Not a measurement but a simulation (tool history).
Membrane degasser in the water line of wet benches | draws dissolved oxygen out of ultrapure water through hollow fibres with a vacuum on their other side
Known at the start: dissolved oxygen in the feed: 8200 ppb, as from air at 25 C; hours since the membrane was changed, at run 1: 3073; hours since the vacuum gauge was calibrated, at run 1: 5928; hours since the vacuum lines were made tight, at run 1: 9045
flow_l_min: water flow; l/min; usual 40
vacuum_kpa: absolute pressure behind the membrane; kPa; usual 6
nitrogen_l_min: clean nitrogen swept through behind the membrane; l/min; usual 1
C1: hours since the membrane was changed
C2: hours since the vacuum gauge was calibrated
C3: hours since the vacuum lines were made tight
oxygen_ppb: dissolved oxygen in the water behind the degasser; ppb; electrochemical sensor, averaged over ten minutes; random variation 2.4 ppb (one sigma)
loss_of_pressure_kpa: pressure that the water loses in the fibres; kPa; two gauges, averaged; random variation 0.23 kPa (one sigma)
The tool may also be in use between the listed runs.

run 1 day=0 | flow_l_min=40 vacuum_kpa=6 nitrogen_l_min=1 | C1=3073 C2=5928 C3=9045 | oxygen_ppb=242.8 loss_of_pressure_kpa=59.06
run 2 day=6.179 | flow_l_min=40 vacuum_kpa=6 nitrogen_l_min=1 | C1=3222 C2=6076 C3=9193 | oxygen_ppb=242.5 loss_of_pressure_kpa=58.94
run 3 day=12.25 | flow_l_min=40 vacuum_kpa=6 nitrogen_l_min=1 | C1=3367 C2=6222 C3=9339 | oxygen_ppb=237.4 loss_of_pressure_kpa=59.4
run 4 day=16.942 | flow_l_min=40 vacuum_kpa=6 nitrogen_l_min=1 | C1=3480 C2=6335 C3=9452 | oxygen_ppb=240.5 loss_of_pressure_kpa=59.36
run 5 day=19.75 | flow_l_min=40 vacuum_kpa=6 nitrogen_l_min=1 | C1=3547 C2=6402 C3=9519 | oxygen_ppb=243.7 loss_of_pressure_kpa=59.17
run 6 day=26.046 | flow_l_min=40 vacuum_kpa=6.94 nitrogen_l_min=1 | C1=3698 C2=6553 C3=9670 | oxygen_ppb=317.8 loss_of_pressure_kpa=59.49
run 7 day=31.175 | flow_l_min=40 vacuum_kpa=6.94 nitrogen_l_min=1 | C1=3821 C2=6676 C3=9793 | oxygen_ppb=311.5 loss_of_pressure_kpa=59.4
-- day=35.017 vacuum gauge calibrated
run 8 day=35.325 | flow_l_min=29 vacuum_kpa=5.27 nitrogen_l_min=1.17 | C1=3921 C2=7 C3=9892 | oxygen_ppb=115.9 loss_of_pressure_kpa=43.11
run 9 day=41.662 | flow_l_min=30 vacuum_kpa=10.82 nitrogen_l_min=1.17 | C1=4073 C2=159 C3=10044 | oxygen_ppb=412.5 loss_of_pressure_kpa=44.86
run 10 day=46.492 | flow_l_min=37 vacuum_kpa=9.59 nitrogen_l_min=1.2 | C1=4189 C2=275 C3=10160 | oxygen_ppb=417.2 loss_of_pressure_kpa=55.07
run 11 day=49.742 | flow_l_min=37 vacuum_kpa=9.59 nitrogen_l_min=1.2 | C1=4267 C2=353 C3=10238 | oxygen_ppb=415.4 loss_of_pressure_kpa=55.06
-- day=52.271 seals of the vacuum lines changed
run 12 day=54.629 | flow_l_min=29 vacuum_kpa=7.11 nitrogen_l_min=0.52 | C1=4382 C2=469 C3=57 | oxygen_ppb=391.6 loss_of_pressure_kpa=43.03
run 13 day=58.821 | flow_l_min=27 vacuum_kpa=5.49 nitrogen_l_min=1 | C1=4482 C2=569 C3=157 | oxygen_ppb=135.2 loss_of_pressure_kpa=40.2
run 14 day=61.704 | flow_l_min=55 vacuum_kpa=6.26 nitrogen_l_min=1.05 | C1=4552 C2=639 C3=226 | oxygen_ppb=351.1 loss_of_pressure_kpa=82.47

4 ways to go on from here, each from the tool as it stands after run 14. What would each give?
run A day=64.7 | flow_l_min=35 vacuum_kpa=6 nitrogen_l_min=1 | C1=4624 C2=710 C3=298 | oxygen_ppb=? loss_of_pressure_kpa=?
run B day=64.7 | flow_l_min=42 vacuum_kpa=7.32 nitrogen_l_min=1 | C1=4624 C2=710 C3=298 | oxygen_ppb=? loss_of_pressure_kpa=?
run C day=64.7 | flow_l_min=55 vacuum_kpa=14.38 nitrogen_l_min=1.05 | C1=4624 C2=710 C3=298 | oxygen_ppb=? loss_of_pressure_kpa=?
run D day=64.7 | flow_l_min=43 vacuum_kpa=4 nitrogen_l_min=1 | C1=4624 C2=710 C3=298 | oxygen_ppb=? loss_of_pressure_kpa=?

run=A oxygen_ppb=211.3 loss_of_pressure_kpa=52.13
run=B oxygen_ppb=355.2 loss_of_pressure_kpa=62.73
run=C oxygen_ppb=1047.6 loss_of_pressure_kpa=82.61
run=D oxygen_ppb=93.8 loss_of_pressure_kpa=64.33
Without the tool's hidden state the same runs would have given:
run=A oxygen_ppb=211.3 loss_of_pressure_kpa=51.62
run=B oxygen_ppb=355.1 loss_of_pressure_kpa=62.12
run=C oxygen_ppb=1047.5 loss_of_pressure_kpa=81.81
run=D oxygen_ppb=93.7 loss_of_pressure_kpa=63.71

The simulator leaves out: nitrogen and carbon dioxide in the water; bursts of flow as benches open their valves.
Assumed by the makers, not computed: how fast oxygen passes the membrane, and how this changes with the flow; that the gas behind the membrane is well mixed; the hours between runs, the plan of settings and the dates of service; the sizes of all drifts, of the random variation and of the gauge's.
